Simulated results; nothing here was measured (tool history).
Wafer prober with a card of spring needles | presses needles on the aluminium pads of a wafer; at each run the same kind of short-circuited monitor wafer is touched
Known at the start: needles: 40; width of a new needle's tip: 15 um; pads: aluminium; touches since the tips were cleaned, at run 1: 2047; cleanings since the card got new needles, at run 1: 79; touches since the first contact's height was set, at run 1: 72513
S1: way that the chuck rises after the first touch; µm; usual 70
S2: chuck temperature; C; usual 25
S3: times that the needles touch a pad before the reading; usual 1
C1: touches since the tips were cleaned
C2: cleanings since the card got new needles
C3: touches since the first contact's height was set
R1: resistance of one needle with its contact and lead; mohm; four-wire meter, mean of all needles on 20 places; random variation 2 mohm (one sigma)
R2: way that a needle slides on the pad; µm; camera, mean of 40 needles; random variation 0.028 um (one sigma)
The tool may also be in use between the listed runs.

run,day,S1,S2,S3,C1,C2,C3,R1,R2
1,0.000,70,25,1,2047,79,72513,211,14.24
# day 0.529: tips cleaned on abrasive film
# day 1.200: tips cleaned on abrasive film
# day 1.879: tips cleaned on abrasive film
2,2.079,70,25,1,2566,82,98939,211,14.17
# day 2.504: tips cleaned on abrasive film
# day 3.196: tips cleaned on abrasive film
3,3.433,70,25,2,3019,84,116137,210,14.26
# day 3.825: tips cleaned on abrasive film
# day 3.838: height of the first contact set anew
# day 4.542: tips cleaned on abrasive film
# day 5.221: tips cleaned on abrasive film
4,5.371,70,25,2,1926,87,19492,214,14.21
# day 5.921: tips cleaned on abrasive film
# day 6.567: tips cleaned on abrasive film
# day 7.229: tips cleaned on abrasive film
5,7.229,70,25,1,0,90,43050,214,14.19
# day 7.796: tips cleaned on abrasive film
# day 8.450: tips cleaned on abrasive film
# day 9.112: tips cleaned on abrasive film
6,9.112,70,25,1,0,93,66984,211,14.19
# day 9.683: tips cleaned on abrasive film
# day 10.379: tips cleaned on abrasive film
# day 11.033: tips cleaned on abrasive film
7,11.108,70,25,1,979,96,92354,209,14.19
# day 11.650: tips cleaned on abrasive film
# day 12.346: tips cleaned on abrasive film
# day 13.033: tips cleaned on abrasive film
8,13.079,70,25,1,595,99,117398,211,14.18
# day 13.375: height of the first contact set anew
# day 13.662: tips cleaned on abrasive film
# day 14.367: tips cleaned on abrasive film
# day 14.933: tips cleaned on abrasive film
9,15.379,70,53,1,5713,102,25481,218,14.11
# day 15.525: tips cleaned on abrasive film
# day 16.221: tips cleaned on abrasive film
# day 16.867: tips cleaned on abrasive film
10,16.867,70,25,1,0,105,44326,212,14.15
# day 17.542: tips cleaned on abrasive film
# day 18.196: tips cleaned on abrasive film
# day 18.783: tips cleaned on abrasive film
11,18.783,70,25,1,0,108,68663,219,14.14
# day 19.467: tips cleaned on abrasive film
# day 20.162: tips cleaned on abrasive film
12,20.458,70,25,1,3773,110,89968,211,14.18
# day 20.733: tips cleaned on abrasive film
# day 21.400: tips cleaned on abrasive film
# day 22.108: tips cleaned on abrasive film
# day 22.725: tips cleaned on abrasive film
13,22.725,70,25,1,0,114,118745,211,14.11
# day 22.996: height of the first contact set anew
# day 23.425: tips cleaned on abrasive film
# day 23.996: tips cleaned on abrasive film
# day 24.696: tips cleaned on abrasive film
14,25.158,70,25,1,5921,117,27506,214,14.13
# day 25.304: tips cleaned on abrasive film
# day 25.983: tips cleaned on abrasive film
# day 26.550: tips cleaned on abrasive film
15,26.862,52,102,1,3964,120,49092,238,10.46
# day 27.138: tips cleaned on abrasive film
# day 27.817: tips cleaned on abrasive film
16,27.979,68,91,1,2103,122,63306,227,13.63
# day 28.408: tips cleaned on abrasive film
# day 29.117: tips cleaned on abrasive film
# day 29.729: tips cleaned on abrasive film
17,29.729,63,94,3,0,125,85496,229,12.68
# day 30.404: tips cleaned on abrasive film
# day 31.112: tips cleaned on abrasive film
# day 31.788: tips cleaned on abrasive film
18,32.038,52,56,2,3203,128,114865,224,10.48
# day 32.433: tips cleaned on abrasive film
# day 32.588: height of the first contact set anew
# day 33.121: tips cleaned on abrasive film
# day 33.792: tips cleaned on abrasive film
19,34.271,70,25,3,6131,131,21406,212,14.04
# day 34.417: tips cleaned on abrasive film
# day 35.067: tips cleaned on abrasive film
# day 35.667: tips cleaned on abrasive film
20,35.667,66,25,1,0,134,39061,213,13.23
# day 36.375: tips cleaned on abrasive film
21,36.896,70,105,2,6659,135,54754,233,14.07
# day 37.042: tips cleaned on abrasive film
# day 37.750: tips cleaned on abrasive film
# day 38.429: tips cleaned on abrasive film
22,38.767,70,25,2,4354,138,78530,212,13.99
# day 39.038: tips cleaned on abrasive film
# day 39.712: tips cleaned on abrasive film
# day 40.392: tips cleaned on abrasive film
# day 41.075: tips cleaned on abrasive film
23,41.117,70,25,2,523,142,108341,214,14.00
# day 41.679: tips cleaned on abrasive film
# day 42.112: height of the first contact set anew
# day 42.375: tips cleaned on abrasive film
24,42.658,70,62,1,3589,144,6894,220,14.05
# day 43.083: tips cleaned on abrasive film
# day 43.654: tips cleaned on abrasive film
25,44.062,52,54,2,5219,146,24761,227,10.39
# day 44.350: tips cleaned on abrasive film
# day 45.017: tips cleaned on abrasive film
26,45.358,52,54,2,4406,148,41244,223,10.44
# day 45.646: tips cleaned on abrasive film
# day 46.304: tips cleaned on abrasive film
# day 46.996: tips cleaned on abrasive film
27,47.229,85,59,2,2981,151,64998,217,17.00
# day 47.621: tips cleaned on abrasive film
# day 48.333: tips cleaned on abrasive film
# day 48.975: tips cleaned on abrasive film
28,49.075,60,59,2,1275,154,88423,222,11.99

Forecast each of these 4 alternatives for the next run:
# day 49.571: tips cleaned on abrasive film
# day 50.242: tips cleaned on abrasive film
# day 50.950: tips cleaned on abrasive film
A,51.392,69,30,3,5645,157,117883,?,?
# day 49.571: tips cleaned on abrasive film
# day 50.242: tips cleaned on abrasive film
# day 50.950: tips cleaned on abrasive film
B,51.392,65,59,3,5645,157,117883,?,?
# day 49.571: tips cleaned on abrasive film
# day 50.242: tips cleaned on abrasive film
# day 50.950: tips cleaned on abrasive film
C,51.392,70,119,2,5645,157,117883,?,?
# day 49.571: tips cleaned on abrasive film
# day 50.242: tips cleaned on abrasive film
# day 50.950: tips cleaned on abrasive film
D,51.392,60,33,2,5645,157,117883,?,?

run,R1,R2
A,214,13.80
B,219,12.98
C,240,13.97
D,216,11.95
Without the tool's hidden state the same runs would have given:
run,R1,R2
A,214,14.07
B,219,13.24
C,240,14.25
D,216,12.18
